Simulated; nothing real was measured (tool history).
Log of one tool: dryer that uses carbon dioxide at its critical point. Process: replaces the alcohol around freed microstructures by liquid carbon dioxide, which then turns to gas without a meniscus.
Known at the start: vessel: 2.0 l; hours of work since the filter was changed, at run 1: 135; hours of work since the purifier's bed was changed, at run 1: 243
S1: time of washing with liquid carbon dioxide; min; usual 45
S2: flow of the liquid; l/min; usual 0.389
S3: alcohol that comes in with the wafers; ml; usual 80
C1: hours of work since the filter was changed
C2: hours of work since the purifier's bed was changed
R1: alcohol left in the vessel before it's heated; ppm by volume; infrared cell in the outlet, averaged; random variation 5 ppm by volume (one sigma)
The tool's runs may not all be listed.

| run | day | S1 | S2 | S3 | C1 | C2 | R1 |
|---|---|---|---|---|---|---|---|
| 1 | 0.000 | 45 | 0.389 | 80 | 135 | 243 | 30 |
| 2 | 0.329 | 45 | 0.389 | 59 | 140 | 247 | 30 |
| 3 | 0.925 | 45 | 0.389 | 80 | 148 | 256 | 39 |
| 4 | 1.212 | 45 | 0.389 | 80 | 152 | 260 | 45 |
| 5 | 1.729 | 45 | 0.389 | 80 | 160 | 267 | 45 |
| 6 | 1.996 | 45 | 0.389 | 80 | 163 | 271 | 41 |
| 7 | 2.346 | 45 | 0.389 | 45 | 168 | 276 | 30 |
| 8 | 2.883 | 45 | 0.389 | 45 | 176 | 283 | 34 |
| 9 | 3.433 | 50 | 0.389 | 45 | 184 | 291 | 29 |
| 10 | 3.683 | 50 | 0.389 | 45 | 187 | 294 | 26 |
| 11 | 4.275 | 45 | 0.389 | 80 | 195 | 303 | 49 |
| 12 | 4.738 | 29 | 0.389 | 80 | 202 | 309 | 388 |
| 13 | 5.142 | 45 | 0.389 | 80 | 208 | 315 | 49 |
| 14 | 5.492 | 45 | 0.389 | 80 | 212 | 320 | 54 |
| 15 | 6.050 | 45 | 0.389 | 80 | 220 | 328 | 47 |
| 16 | 6.608 | 45 | 0.389 | 31 | 228 | 335 | 28 |
| 17 | 7.171 | 45 | 0.389 | 31 | 236 | 343 | 38 |
| 18 | 7.650 | 45 | 0.389 | 31 | 243 | 350 | 39 |
| 19 | 8.029 | 45 | 0.389 | 80 | 248 | 355 | 60 |
| 20 | 8.329 | 45 | 0.389 | 80 | 252 | 360 | 65 |
| 21 | 8.700 | 45 | 0.275 | 80 | 257 | 365 | 333 |
| 22 | 9.004 | 45 | 0.275 | 80 | 262 | 369 | 349 |
| 23 | 9.367 | 47 | 0.349 | 30 | 267 | 374 | 38 |
| 24 | 9.729 | 57 | 0.324 | 59 | 272 | 379 | 51 |
| 25 | 10.308 | 31 | 0.284 | 76 | 280 | 387 | 1272 |
| 26 | 10.567 | 31 | 0.284 | 76 | 284 | 391 | 1302 |
| 27 | 10.871 | 45 | 0.389 | 105 | 288 | 395 | 82 |
|  | 11.238 | inlet filter changed |
| 28 | 11.404 | 70 | 0.552 | 77 | 2 | 402 | 29 |
| 29 | 11.804 | 70 | 0.399 | 47 | 8 | 408 | 26 |
| 30 | 12.112 | 70 | 0.399 | 47 | 12 | 412 | 20 |
| 31 | 12.412 | 40 | 0.341 | 74 | 16 | 416 | 102 |
| 32 | 12.942 | 40 | 0.263 | 80 | 24 | 424 | 392 |
| 33 | 13.304 | 56 | 0.263 | 78 | 29 | 429 | 94 |
| 34 | 13.738 | 29 | 0.389 | 80 | 35 | 435 | 244 |
| 35 | 14.125 | 29 | 0.389 | 80 | 40 | 440 | 254 |
| 36 | 14.483 | 63 | 0.389 | 80 | 46 | 445 | 28 |
| 37 | 14.971 | 52 | 0.389 | 80 | 52 | 452 | 34 |
| 38 | 15.471 | 46 | 0.337 | 69 | 59 | 459 | 62 |
| 39 | 16.071 | 45 | 0.367 | 27 | 68 | 467 | 38 |
| 40 | 16.362 | 71 | 0.274 | 23 | 72 | 472 | 28 |
| 41 | 16.954 | 71 | 0.274 | 23 | 80 | 480 | 38 |
| 42 | 17.479 | 53 | 0.324 | 37 | 88 | 487 | 39 |
| 43 | 18.000 | 53 | 0.621 | 41 | 95 | 494 | 25 |
| 44 | 18.371 | 39 | 0.304 | 75 | 100 | 500 | 243 |

Hidden state at the last listed run before each entry between runs and at the first one after, where it differs:
Between runs 27 and 28: inlet filter changed (day 11.238)
  flow that reaches the vessel past the clogged filter, %: 84.1 -> 99.5; alcohol in the recycled carbon dioxide, ppm: 27 -> 27.4
  measured less the result without the state, R1: +59 -> +23 ppm by volume
